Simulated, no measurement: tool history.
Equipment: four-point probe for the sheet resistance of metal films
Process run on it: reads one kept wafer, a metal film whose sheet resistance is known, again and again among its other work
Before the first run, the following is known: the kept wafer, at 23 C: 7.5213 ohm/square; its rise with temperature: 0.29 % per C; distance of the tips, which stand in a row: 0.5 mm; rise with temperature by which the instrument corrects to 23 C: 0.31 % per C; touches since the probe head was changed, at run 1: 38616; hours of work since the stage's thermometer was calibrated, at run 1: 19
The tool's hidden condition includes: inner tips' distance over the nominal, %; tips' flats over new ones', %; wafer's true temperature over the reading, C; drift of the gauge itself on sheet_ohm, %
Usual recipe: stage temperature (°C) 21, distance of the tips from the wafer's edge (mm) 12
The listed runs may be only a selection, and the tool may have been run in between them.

run   hour  stage temperature (°C)  distance of the tips from the wafer's edge (mm)  touches since the probe head was changed  hours of work since the stage's thermometer was calibrated  sheet resistance as the instrument gives it (ohm/square)
  1      0                      21                                               12                                     38616                                                          19                                                  7.533083
  2   14.2                      21                                               12                                     39096                                                          25                                                  7.531867
  3   34.1                      21                                               12                                     39762                                                          33                                                  7.532022
  4   50.7                      21                                               12                                     40320                                                          41                                                  7.531193
  5   65.1                      21                                                4                                     40806                                                          47                                                   7.58846
  6   87.1                      21                                                4                                     41545                                                          56                                                  7.588611
  7    102                      21                                                4                                     42048                                                          63                                                  7.589107
  8  121.7                      21                                                4                                     42708                                                          71                                                  7.591142
  9  147.7                      21                                               12                                     43582                                                          83                                                  7.533521
 10  163.8                      21                                               12                                     44124                                                          90                                                  7.535417
 11  177.9                      21                                               12                                     44599                                                          96                                                  7.534451
 12  200.2                      21                                               12                                     45349                                                         106                                                  7.535945
 13  224.1                      21                                                7                                     46154                                                         116                                                  7.549349
 14  239.7                      21                                                5                                     46678                                                         123                                                  7.565278
 15  265.6                      21                                                5                                     47549                                                         134                                                  7.566709
 16  283.5                      21                                                3                                     48151                                                         142                                                  7.640136
 17    311                      21                                                3                                     49073                                                         154                                                  7.638151
 18  335.2                      29                                                4                                     49888                                                         164                                                  7.577013
 19  349.8                      29                                                4                                     50380                                                         170                                                  7.576911
     352.8  -- stage's thermometer calibrated
 20  368.5                      24                                               42                                     50990                                                           7                                                  7.525535
 21  392.8                      18                                               19                                     51807                                                          17                                                  7.537212
 22  409.5                      21                                                8                                     52369                                                          25                                                  7.544058
 23  429.5                      21                                               17                                     53041                                                          33                                                  7.532013

What will run 24 give?
 24   457                      21                                               10                                     53968                                                          45                                                         ?

{"run 24": {"sheet resistance as the instrument gives it (ohm/square)": 7.538683}}
The same run, on a tool lacking any hidden state, would have yielded sheet resistance as the instrument gives it (ohm/square) 7.534569.
